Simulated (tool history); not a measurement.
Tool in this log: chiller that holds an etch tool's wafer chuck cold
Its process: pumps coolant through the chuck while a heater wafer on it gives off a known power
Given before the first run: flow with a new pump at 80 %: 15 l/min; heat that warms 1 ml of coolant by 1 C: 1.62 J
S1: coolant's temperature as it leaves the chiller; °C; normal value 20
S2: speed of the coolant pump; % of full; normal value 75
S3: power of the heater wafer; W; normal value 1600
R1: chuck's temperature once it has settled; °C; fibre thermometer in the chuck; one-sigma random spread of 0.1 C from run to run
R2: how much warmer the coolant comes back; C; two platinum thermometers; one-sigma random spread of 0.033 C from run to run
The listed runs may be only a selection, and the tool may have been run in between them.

Run 1, day 0: usual settings. Result: R1 35.9 °C, R2 4.24 C.
Run 2, day 6.408: usual settings. Result: R1 36 °C, R2 4.24 C.
Run 3, day 12.183: usual settings. Result: R1 36.2 °C, R2 4.32 C.
Run 4, day 17.683: usual settings. Result: R1 36.1 °C, R2 4.26 C.
Run 5, day 22.512: usual settings. Result: R1 36 °C, R2 4.39 C.
Run 6, day 27.858: usual settings. Result: R1 35.9 °C, R2 4.3 C.
Run 7, day 34.162: usual settings. Result: R1 35.9 °C, R2 4.3 C.
Run 8, day 38.917: usual settings. Result: R1 35.9 °C, R2 4.4 C.
Run 9, day 43.671: usual settings. Result: R1 35.9 °C, R2 4.36 C.
Run 10, day 46.667: usual settings. Result: R1 35.9 °C, R2 4.38 C.
Run 11, day 50.788: usual settings. Result: R1 35.8 °C, R2 4.42 C.
Run 12, day 57.454: usual settings. Result: R1 35.8 °C, R2 4.45 C.
Run 13, day 60.188: usual settings. Result: R1 35.9 °C, R2 4.43 C.
Run 14, day 64.429: usual settings. Result: R1 36 °C, R2 4.43 C.
Run 15, day 70.158: usual settings but S3 2259 W. Result: R1 42.5 °C, R2 6 C.
Run 16, day 76.888: usual settings. Result: R1 36 °C, R2 4.3 C.
Run 17, day 82.579: usual settings. Result: R1 35.9 °C, R2 4.3 C.
Run 18, day 86.654: usual settings. Result: R1 36 °C, R2 4.37 C.
Run 19, day 92.246: usual settings but S2 84 % of full. Result: R1 34.6 °C, R2 3.85 C.
Run 20, day 98.442: usual settings but S1 14 °C, S2 73 % of full, S3 1859 W. Result: R1 33 °C, R2 5.26 C.
Run 21, day 102.529: usual settings but S1 12 °C, S2 90 % of full, S3 1859 W. Result: R1 27.6 °C, R2 4.18 C.
Run 22, day 105.617: usual settings but S1 18 °C, S3 2170 W. Result: R1 39.6 °C, R2 5.88 C.
Run 23, day 110.962: usual settings but S3 822 W. Result: R1 28.2 °C, R2 2.32 C.
Run 24, day 117.521: usual settings but S1 13 °C, S2 84 % of full, S3 1615 W. Result: R1 27.5 °C, R2 3.93 C.
Run 25, day 123.1: usual settings but S1 13 °C, S2 84 % of full, S3 1615 W. Result: R1 27.6 °C, R2 4.02 C.
Run 26, day 128.425: usual settings but S1 13 °C, S2 84 % of full, S3 1615 W. Result: R1 27.4 °C, R2 4 C.
Run 27, day 133.775: usual settings but S1 29 °C, S2 100 % of full, S3 1450 W. Result: R1 40.1 °C, R2 3.08 C.
Run 28, day 140.183: usual settings but S1 29 °C, S2 100 % of full, S3 1450 W. Result: R1 40 °C, R2 3.05 C.
Run 29, day 146.617: usual settings but S1 13 °C, S2 70 % of full. Result: R1 29.9 °C, R2 4.9 C.
Run 30, day 152.538: usual settings but S1 14 °C, S2 83 % of full. Result: R1 28.3 °C, R2 4.06 C.
Run 31, day 157.754: usual settings but S1 14 °C, S2 92 % of full, S3 1339 W. Result: R1 25.1 °C, R2 3.12 C.
Run 32, day 162.104: usual settings but S1 14 °C, S2 92 % of full, S3 1339 W. Result: R1 25 °C, R2 2.83 C.
Run 33, day 165.221: usual settings but S1 24 °C, S2 73 % of full, S3 2137 W. Result: R1 45.9 °C, R2 5.85 C.

Missing from the log above: 3 entries noted between runs. For each, name the pair of listed runs it sits between and say how the tool's hidden condition differs from the listed run just before to the listed run just after:
After run 14, before run 15: gauge calibrated (day 65.842)
  drift of the gauge itself on warmer_back_c, C: 0.23 -> 0.02
  difference, measured minus the result without the unlogged condition, R2: +0.23 -> +0.03 C
After run 28, before run 29: chiller's thermometer calibrated (day 146.617)
  drift of the gauge itself on warmer_back_c, C: 0.26 -> 0.29
  difference, measured minus the result without the unlogged condition, R2: +0.26 -> +0.29 C
After run 31, before run 32: gauge calibrated (day 158.179)
  drift of the gauge itself on warmer_back_c, C: 0.32 -> 0.01
  difference, measured minus the result without the unlogged condition, R2: +0.33 -> +0.01 C
